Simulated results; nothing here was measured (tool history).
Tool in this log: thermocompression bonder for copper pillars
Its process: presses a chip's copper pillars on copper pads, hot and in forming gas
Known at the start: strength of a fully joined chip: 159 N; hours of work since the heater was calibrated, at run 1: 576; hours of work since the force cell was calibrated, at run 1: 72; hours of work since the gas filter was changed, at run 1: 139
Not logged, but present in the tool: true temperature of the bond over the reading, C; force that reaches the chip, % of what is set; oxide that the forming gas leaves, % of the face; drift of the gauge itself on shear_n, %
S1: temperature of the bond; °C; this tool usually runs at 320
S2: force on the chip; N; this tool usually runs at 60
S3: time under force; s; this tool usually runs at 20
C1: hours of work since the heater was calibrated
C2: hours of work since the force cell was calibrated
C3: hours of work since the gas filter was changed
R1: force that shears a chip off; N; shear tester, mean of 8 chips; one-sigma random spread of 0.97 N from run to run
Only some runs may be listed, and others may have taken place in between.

{"run": 1, "hour": 0.0, "S1": 320, "S2": 60, "S3": 20, "C1": 576, "C2": 72, "C3": 139, "R1": 73.8}
{"run": 2, "hour": 17.7, "S1": 340, "S2": 60, "S3": 20, "C1": 584, "C2": 81, "C3": 147, "R1": 89.9}
{"run": 3, "hour": 34.9, "S1": 340, "S2": 60, "S3": 20, "C1": 593, "C2": 89, "C3": 156, "R1": 90.4}
{"run": 4, "hour": 44.6, "S1": 340, "S2": 60, "S3": 20, "C1": 597, "C2": 93, "C3": 160, "R1": 89.4}
{"run": 5, "hour": 55.3, "S1": 340, "S2": 60, "S3": 20, "C1": 602, "C2": 98, "C3": 165, "R1": 88.2}
{"run": 6, "hour": 71.7, "S1": 340, "S2": 60, "S3": 20, "C1": 610, "C2": 106, "C3": 173, "R1": 87.9}
{"run": 7, "hour": 87.4, "S1": 340, "S2": 60, "S3": 20, "C1": 618, "C2": 114, "C3": 180, "R1": 89.1}
{"run": 8, "hour": 103.2, "S1": 340, "S2": 60, "S3": 20, "C1": 625, "C2": 121, "C3": 188, "R1": 87.4}
{"hour": 113.8, "done": "heater calibrated with a thermocouple chip"}
{"run": 9, "hour": 119.8, "S1": 340, "S2": 60, "S3": 20, "C1": 3, "C2": 128, "C3": 195, "R1": 84.1}
{"run": 10, "hour": 134.7, "S1": 320, "S2": 59, "S3": 20, "C1": 10, "C2": 135, "C3": 202, "R1": 66.7}
{"hour": 152.5, "done": "heater calibrated with a thermocouple chip, once more"}
{"run": 11, "hour": 152.5, "S1": 320, "S2": 59, "S3": 20, "C1": 0, "C2": 143, "C3": 210, "R1": 79.6}
{"run": 12, "hour": 168.2, "S1": 320, "S2": 60, "S3": 20, "C1": 7, "C2": 150, "C3": 217, "R1": 81.9}
{"run": 13, "hour": 186.1, "S1": 320, "S2": 60, "S3": 27, "C1": 16, "C2": 159, "C3": 226, "R1": 87.7}
{"run": 14, "hour": 197.9, "S1": 320, "S2": 48, "S3": 20, "C1": 22, "C2": 164, "C3": 231, "R1": 69.7}
{"run": 15, "hour": 213.6, "S1": 320, "S2": 60, "S3": 20, "C1": 29, "C2": 172, "C3": 239, "R1": 80.7}
{"run": 16, "hour": 226.8, "S1": 320, "S2": 60, "S3": 60, "C1": 35, "C2": 178, "C3": 245, "R1": 113.1}
{"run": 17, "hour": 237.6, "S1": 320, "S2": 60, "S3": 60, "C1": 41, "C2": 183, "C3": 250, "R1": 111.6}
{"run": 18, "hour": 249.3, "S1": 320, "S2": 60, "S3": 48, "C1": 46, "C2": 189, "C3": 256, "R1": 103.9}
{"run": 19, "hour": 266.1, "S1": 320, "S2": 60, "S3": 20, "C1": 54, "C2": 197, "C3": 264, "R1": 80.1}
{"run": 20, "hour": 279.5, "S1": 320, "S2": 60, "S3": 20, "C1": 60, "C2": 203, "C3": 270, "R1": 81.7}
{"run": 21, "hour": 290.5, "S1": 320, "S2": 60, "S3": 20, "C1": 66, "C2": 208, "C3": 275, "R1": 79.1}
{"run": 22, "hour": 302.3, "S1": 320, "S2": 60, "S3": 20, "C1": 71, "C2": 214, "C3": 281, "R1": 80.7}
{"run": 23, "hour": 312.1, "S1": 340, "S2": 70, "S3": 37, "C1": 76, "C2": 219, "C3": 286, "R1": 119.8}
{"run": 24, "hour": 322.0, "S1": 340, "S2": 70, "S3": 37, "C1": 81, "C2": 223, "C3": 290, "R1": 121.1}
{"run": 25, "hour": 330.3, "S1": 316, "S2": 66, "S3": 22, "C1": 85, "C2": 227, "C3": 294, "R1": 84.1}
{"run": 26, "hour": 347.6, "S1": 333, "S2": 83, "S3": 27, "C1": 93, "C2": 236, "C3": 302, "R1": 116.8}
{"run": 27, "hour": 358.2, "S1": 345, "S2": 60, "S3": 20, "C1": 98, "C2": 241, "C3": 307, "R1": 100.7}
{"run": 28, "hour": 372.1, "S1": 307, "S2": 60, "S3": 11, "C1": 105, "C2": 247, "C3": 314, "R1": 53.8}
{"run": 29, "hour": 383.9, "S1": 349, "S2": 60, "S3": 10, "C1": 110, "C2": 253, "C3": 320, "R1": 81.3}
{"run": 30, "hour": 394.8, "S1": 293, "S2": 71, "S3": 10, "C1": 115, "C2": 258, "C3": 325, "R1": 50.1}
{"run": 31, "hour": 408.1, "S1": 295, "S2": 52, "S3": 26, "C1": 122, "C2": 264, "C3": 331, "R1": 60.4}
{"run": 32, "hour": 417.4, "S1": 340, "S2": 52, "S3": 26, "C1": 126, "C2": 269, "C3": 336, "R1": 94.8}
{"run": 33, "hour": 428.1, "S1": 340, "S2": 52, "S3": 26, "C1": 131, "C2": 274, "C3": 341, "R1": 92.1}
{"run": 34, "hour": 437.0, "S1": 340, "S2": 52, "S3": 26, "C1": 135, "C2": 278, "C3": 345, "R1": 92.5}
{"run": 35, "hour": 452.4, "S1": 340, "S2": 52, "S3": 26, "C1": 143, "C2": 286, "C3": 352, "R1": 92.5}
{"run": 36, "hour": 468.0, "S1": 305, "S2": 38, "S3": 15, "C1": 150, "C2": 293, "C3": 360, "R1": 41.1}
{"run": 37, "hour": 479.1, "S1": 306, "S2": 56, "S3": 15, "C1": 155, "C2": 298, "C3": 365, "R1": 56.2}
{"run": 38, "hour": 495.0, "S1": 307, "S2": 60, "S3": 25, "C1": 163, "C2": 306, "C3": 373, "R1": 73.4}
{"run": 39, "hour": 509.2, "S1": 344, "S2": 58, "S3": 20, "C1": 170, "C2": 313, "C3": 379, "R1": 95.2}
{"run": 40, "hour": 516.5, "S1": 291, "S2": 72, "S3": 20, "C1": 173, "C2": 316, "C3": 383, "R1": 64.6}
{"run": 41, "hour": 532.1, "S1": 330, "S2": 58, "S3": 28, "C1": 181, "C2": 323, "C3": 390, "R1": 92.0}

Each row is a separate what-if for the run after 41, all from the same tool condition, not one after another. Results?
{"run": "A", "hour": 546.4, "S1": 297, "S2": 80, "S3": 50, "C1": 188, "C2": 330, "C3": 397, "R1": "?"}
{"run": "B", "hour": 546.4, "S1": 347, "S2": 57, "S3": 22, "C1": 188, "C2": 330, "C3": 397, "R1": "?"}
{"run": "C", "hour": 546.4, "S1": 331, "S2": 53, "S3": 20, "C1": 188, "C2": 330, "C3": 397, "R1": "?"}

run=A R1=98.4
run=B R1=99.5
run=C R1=80.3
The same runs, with their run-to-run variation unchanged, on a tool lacking any hidden condition would have given:
run=A R1=104.2
run=B R1=105.1
run=C R1=85.4

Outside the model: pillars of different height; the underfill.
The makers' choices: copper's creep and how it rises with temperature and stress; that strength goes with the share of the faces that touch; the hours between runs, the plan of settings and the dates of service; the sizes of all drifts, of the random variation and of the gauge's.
